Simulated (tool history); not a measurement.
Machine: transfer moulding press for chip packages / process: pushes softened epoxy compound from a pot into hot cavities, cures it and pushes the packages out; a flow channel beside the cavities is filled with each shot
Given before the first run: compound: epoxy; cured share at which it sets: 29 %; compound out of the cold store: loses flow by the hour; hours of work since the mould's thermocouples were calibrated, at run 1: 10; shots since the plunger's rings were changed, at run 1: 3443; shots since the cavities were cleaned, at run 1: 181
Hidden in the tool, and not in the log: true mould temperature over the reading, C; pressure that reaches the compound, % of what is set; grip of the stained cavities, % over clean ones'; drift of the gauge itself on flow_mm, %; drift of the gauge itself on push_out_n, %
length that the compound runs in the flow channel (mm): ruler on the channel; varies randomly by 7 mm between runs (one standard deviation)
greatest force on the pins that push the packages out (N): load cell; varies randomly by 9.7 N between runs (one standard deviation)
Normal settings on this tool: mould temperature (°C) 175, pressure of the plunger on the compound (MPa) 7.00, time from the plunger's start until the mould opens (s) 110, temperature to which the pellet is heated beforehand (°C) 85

run    hour  mould temperature (°C)  pressure of the plunger on the compound (MPa)  time from the plunger's start until the mould opens (s)  temperature to which the pellet is heated beforehand (°C)  hours of work since the mould's thermocouples were calibrated  shots since the plunger's rings were changed  shots since the cavities were cleaned  incoming compound's hours out of the cold store  length that the compound runs in the flow channel (mm)  greatest force on the pins that push the packages out (N)
  1     0.0                     175                                           7.00                                                      110                                                         85                                                             10                                          3443                                    181                                             16.0                                                     701                                                        549
       27.6  -- cavities cleaned with cleaning compound and waxed
  2    27.6                     175                                           7.00                                                      110                                                         85                                                             28                                          3772                                      0                                             28.2                                                     636                                                        420
       72.2  -- cavities cleaned with cleaning compound and waxed
  3    73.5                     171                                           7.00                                                      110                                                         85                                                             59                                          4334                                     17                                             19.0                                                     683                                                        553
      114.9  -- cavities cleaned with cleaning compound and waxed
  4   132.9                     175                                           7.00                                                      110                                                         80                                                             99                                          5066                                    228                                             26.0                                                     624                                                        575
      157.1  -- cavities cleaned with cleaning compound and waxed
  5   173.3                     175                                           7.00                                                      110                                                         85                                                            126                                          5557                                    205                                             37.8                                                     573                                                        517
      199.1  -- cavities cleaned with cleaning compound and waxed
  6   206.2                     175                                           7.00                                                      110                                                         85                                                            148                                          5954                                     90                                             43.0                                                     544                                                        453
      220.8  -- plunger's sealing rings changed
      242.7  -- cavities cleaned with cleaning compound and waxed
  7   243.1                     175                                           7.00                                                      110                                                         85                                                            171                                           263                                      5                                             31.4                                                     660                                                        428
  8   281.1                     175                                           7.00                                                      110                                                         85                                                            197                                           743                                    485                                              8.8                                                     765                                                        663
      287.5  -- cavities cleaned with cleaning compound and waxed
      328.9  -- cavities cleaned with cleaning compound and waxed
  9   343.5                     175                                           7.00                                                      110                                                         85                                                            239                                          1493                                    184                                             31.9                                                     641                                                        564
      371.7  -- cavities cleaned with cleaning compound and waxed
 10   399.2                     175                                           5.79                                                      110                                                         85                                                            276                                          2178                                    347                                             45.5                                                     532                                                        587
      415.5  -- cavities cleaned with cleaning compound and waxed
 11   444.2                     175                                           5.79                                                      110                                                         85                                                            307                                          2728                                    362                                             11.9                                                     650                                                        638
      458.2  -- cavities cleaned with cleaning compound and waxed
 12   487.9                     175                                           7.00                                                      110                                                         85                                                            336                                          3261                                    376                                             20.2                                                     674                                                        637
      501.6  -- cavities cleaned with cleaning compound and waxed
 13   527.9                     175                                           8.28                                                      110                                                         85                                                            363                                          3748                                    332                                             28.8                                                     675                                                        602
      546.0  -- cavities cleaned with cleaning compound and waxed
 14   562.9                     177                                           7.00                                                      128                                                         82                                                            386                                          4171                                    213                                             16.2                                                     676                                                        451
      590.9  -- cavities cleaned with cleaning compound and waxed
 15   602.7                     182                                           5.75                                                      116                                                         84                                                            413                                          4655                                    149                                             18.1                                                     573                                                        453
 16   628.7                     182                                           5.75                                                      116                                                         84                                                            431                                          4983                                    477                                             26.6                                                     547                                                        502
      635.1  -- cavities cleaned with cleaning compound and waxed
 17   659.4                     182                                           5.75                                                      116                                                         84                                                            451                                          5353                                    308                                             36.7                                                     504                                                        471
      679.7  -- cavities cleaned with cleaning compound and waxed
 18   708.5                     182                                           5.75                                                      120                                                         84                                                            484                                          5954                                    363                                             20.1                                                     558                                                        495
      724.0  -- plunger's sealing rings changed
      725.5  -- cavities cleaned with cleaning compound and waxed
 19   751.6                     182                                           5.75                                                      120                                                         84                                                            511                                           329                                    329                                             26.9                                                     603                                                        482
      770.5  -- cavities cleaned with cleaning compound and waxed
 20   781.3                     172                                           8.47                                                       96                                                         85                                                            531                                           685                                    136                                              8.1                                                     862                                                        980
 21   809.1                     168                                           8.47                                                      125                                                         95                                                            550                                          1037                                    488                                             42.8                                                     692                                                        767
      813.4  -- cavities cleaned with cleaning compound and waxed
      855.3  -- cavities cleaned with cleaning compound and waxed
 22   858.7                     168                                           8.47                                                      125                                                         95                                                            583                                          1625                                     42                                             29.4                                                     751                                                        573
      897.9  -- cavities cleaned with cleaning compound and waxed
 23   915.8                     174                                           7.00                                                      133                                                         85                                                            621                                          2328                                    225                                             11.6                                                     739                                                        492
      943.1  -- cavities cleaned with cleaning compound and waxed
 24   973.1                     174                                           7.00                                                      133                                                         85                                                            660                                          3033                                    379                                             31.8                                                     628                                                        525
      985.2  -- cavities cleaned with cleaning compound and waxed
 25  1023.5                     175                                           6.50                                                       93                                                         95                                                            694                                          3651                                    484                                             16.4                                                     677                                                        970

Forecast each of these 5 alternatives for the next run:
     1029.2  -- cavities cleaned with cleaning compound and waxed
     1070.1  -- cavities cleaned with cleaning compound and waxed
  A  1076.4                     171                                           6.50                                                      112                                                         95                                                            729                                          4281                                     79                                             45.1                                                       ?                                                          ?
     1029.2  -- cavities cleaned with cleaning compound and waxed
     1070.1  -- cavities cleaned with cleaning compound and waxed
  B  1076.4                     168                                           6.04                                                      110                                                         85                                                            729                                          4281                                     79                                             30.7                                                       ?                                                          ?
     1029.2  -- cavities cleaned with cleaning compound and waxed
     1070.1  -- cavities cleaned with cleaning compound and waxed
  C  1076.4                     175                                           7.00                                                      135                                                         89                                                            729                                          4281                                     79                                             14.5                                                       ?                                                          ?
     1029.2  -- cavities cleaned with cleaning compound and waxed
     1070.1  -- cavities cleaned with cleaning compound and waxed
  D  1076.4                     178                                           6.55                                                      110                                                         85                                                            729                                          4281                                     79                                             10.2                                                       ?                                                          ?
     1029.2  -- cavities cleaned with cleaning compound and waxed
     1070.1  -- cavities cleaned with cleaning compound and waxed
  E  1076.4                     180                                           7.00                                                      149                                                         94                                                            729                                          4281                                     79                                             47.5                                                       ?                                                          ?

run  length that the compound runs in the flow channel (mm)  greatest force on the pins that push the packages out (N)
  A                                                     564                                                        582
  B                                                     600                                                        819
  C                                                     687                                                        421
  D                                                     685                                                        475
  E                                                     542                                                        389
With the hidden condition removed and each run's random variation left untouched, the same runs would have given:
run  length that the compound runs in the flow channel (mm)  greatest force on the pins that push the packages out (N)
  A                                                     612                                                        476
  B                                                     651                                                        655
  C                                                     747                                                        364
  D                                                     744                                                        402
  E                                                     589                                                        346
